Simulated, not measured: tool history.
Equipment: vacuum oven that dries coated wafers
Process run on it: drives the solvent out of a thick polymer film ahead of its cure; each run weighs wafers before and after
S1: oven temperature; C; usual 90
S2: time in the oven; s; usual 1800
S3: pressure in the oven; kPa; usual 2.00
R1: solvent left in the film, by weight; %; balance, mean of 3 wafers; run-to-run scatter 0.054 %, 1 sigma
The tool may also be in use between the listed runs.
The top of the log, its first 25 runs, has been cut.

run,day,S1,S2,S3,R1
26,31.446,81,1080,2.00,6.75
27,32.621,81,1080,2.00,6.68
28,33.600,80,2400,4.44,6.70
29,34.479,80,2400,4.44,6.56
30,35.850,85,2400,2.17,3.25
31,37.188,96,1440,6.54,4.53
32,38.588,90,1800,2.62,2.85
33,40.196,97,1740,2.62,2.10
34,41.208,82,1920,1.36,3.79
35,41.971,90,1200,1.80,3.25
36,43.275,90,1200,1.80,3.29
37,44.225,90,1800,1.80,2.43
38,45.862,101,1140,6.69,3.90

What does the tool deliver on the next run?
39,46.958,90,1740,1.87,?

{"run 39": {"R1": 2.52}}
With the hidden condition absent and the run-to-run variation left alone, this run would have shown R1 1.83 %.

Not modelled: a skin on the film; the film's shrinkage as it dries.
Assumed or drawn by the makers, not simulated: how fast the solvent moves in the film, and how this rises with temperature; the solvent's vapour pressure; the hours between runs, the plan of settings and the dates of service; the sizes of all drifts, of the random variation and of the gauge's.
